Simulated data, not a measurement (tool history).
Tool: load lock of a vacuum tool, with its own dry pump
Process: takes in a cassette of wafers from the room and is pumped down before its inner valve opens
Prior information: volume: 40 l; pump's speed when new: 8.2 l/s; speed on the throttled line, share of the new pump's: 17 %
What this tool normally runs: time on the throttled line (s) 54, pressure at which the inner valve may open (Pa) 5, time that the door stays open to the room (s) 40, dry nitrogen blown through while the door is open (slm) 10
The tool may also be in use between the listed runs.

run,hour,time on the throttled line (s),pressure at which the inner valve may open (Pa),time that the door stays open to the room (s),dry nitrogen blown through while the door is open (slm),"incoming humidity of the room's air, %",time from the closed door until the inner valve may open (s),rise of the pressure with all valves shut (Pa/min)
1,0.0,54,5,40,10,44.0,103.9,0.085
2,265.2,54,9,40,10,47.8,100.0,0.088
# hour 505.2: dry pump taken out, an overhauled one fitted
3,557.2,54,9,40,10,43.5,90.3,0.085
4,856.1,54,5,51,10,43.6,93.5,0.096
5,1005.4,54,5,51,10,42.3,94.5,0.104
6,1287.0,54,5,51,10,46.5,94.6,0.106
7,1428.4,70,5,51,10,41.3,105.3,0.099
8,1604.5,70,5,51,13,43.8,107.5,0.099
9,1744.8,70,5,51,13,47.3,108.1,0.108
10,1919.2,54,5,32,10,45.4,93.7,0.101
11,2143.3,108,5,32,10,44.5,138.4,0.100
12,2312.1,108,5,32,18,46.5,137.2,0.103
13,2449.2,69,8,93,19,43.4,104.5,0.108
14,2666.7,69,8,93,19,41.0,105.0,0.111
15,2962.1,54,5,47,7,48.1,94.4,0.116
16,3178.1,106,9,47,15,46.1,135.6,0.119
17,3318.1,106,9,47,15,44.7,134.9,0.109

Alternative continuations, all from the tool just after run 17; predict every row:
A,3618.1,54,9,40,6,45.9,?,?
B,3618.1,35,6,27,15,44.7,?,?
C,3618.1,54,8,56,12,45.1,?,?
D,3618.1,46,5,66,10,46.2,?,?
E,3618.1,54,5,40,4,45.6,?,?

run,time from the closed door until the inner valve may open (s),rise of the pressure with all valves shut (Pa/min)
A,91.3,0.125
B,78.9,0.117
C,92.9,0.121
D,89.5,0.131
E,95.6,0.130
Had the tool no hidden state, the same runs would have come out as:
run,time from the closed door until the inner valve may open (s),rise of the pressure with all valves shut (Pa/min)
A,90.0,0.026
B,77.4,0.018
C,91.5,0.021
D,88.1,0.031
E,94.2,0.031

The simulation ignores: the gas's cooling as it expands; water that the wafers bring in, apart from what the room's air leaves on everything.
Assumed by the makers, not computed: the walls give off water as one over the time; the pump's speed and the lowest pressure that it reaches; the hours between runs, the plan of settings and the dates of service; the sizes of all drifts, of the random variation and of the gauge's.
